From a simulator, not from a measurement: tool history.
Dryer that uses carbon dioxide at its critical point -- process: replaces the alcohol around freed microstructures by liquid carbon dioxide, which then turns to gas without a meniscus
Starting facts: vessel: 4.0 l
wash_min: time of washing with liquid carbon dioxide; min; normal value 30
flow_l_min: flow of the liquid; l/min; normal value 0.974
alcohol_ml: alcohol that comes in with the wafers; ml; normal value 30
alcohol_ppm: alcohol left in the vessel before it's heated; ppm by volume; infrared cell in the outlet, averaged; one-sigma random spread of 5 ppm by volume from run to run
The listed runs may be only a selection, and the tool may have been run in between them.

run   hour  wash_min  flow_l_min  alcohol_ml  alcohol_ppm
  1    0.0        30       0.974          30           59
  2   18.7        30       0.974          30           64
      32.7  -- inlet filter changed
  3   51.7        30       0.974          30           36
  4   75.9        30       0.974          77           78
  5  100.7        41       0.974          30           13
  6  129.0        41       0.974          30           19
  7  145.1        30       0.974          30           51
  8  175.4        20       0.974          30          201
  9  206.6        20       0.974          30          206
 10  221.3        46       0.974          30           21
 11  245.3        46       0.974          30           25
 12  266.1        46       0.974          30           36
 13  289.7        44       0.974          21           27
 14  310.9        21       0.851         103          961
 15  333.6        27       1.636          53           28
 16  348.8        27       1.636          53           39
 17  362.6        27       1.446          25           37
 18  378.9        21       1.460         118          150
 19  410.2        21       1.460         118          145
 20  428.3        21       1.460         118          163
 21  453.0        21       1.460          43           80
 22  475.4        27       0.807          22          148
 23  498.4        30       1.636          30           39
 24  519.5        30       1.636          30           49

Table of differences, measured result less the result of that run with no hidden state. Run-to-run variation is the same in both. Gauge scatter possibly is not:
The tool's hidden condition here consists of: flow that reaches the vessel past the clogged filter, %; alcohol in the recycled carbon dioxide, ppm; drift of the gauge itself on alcohol_ppm, %.
run  alcohol_ppm
  1          +30
  2          +34
  3          +12
  4          +16
  5          +13
  6          +16
  7          +20
  8          +39
  9          +47
 10          +21
 11          +22
 12          +22
 13          +24
 14         +216
 15          +27
 16          +28
 17          +29
 18          +70
 19          +76
 20          +83
 21          +52
 22          +74
 23          +34
 24          +36
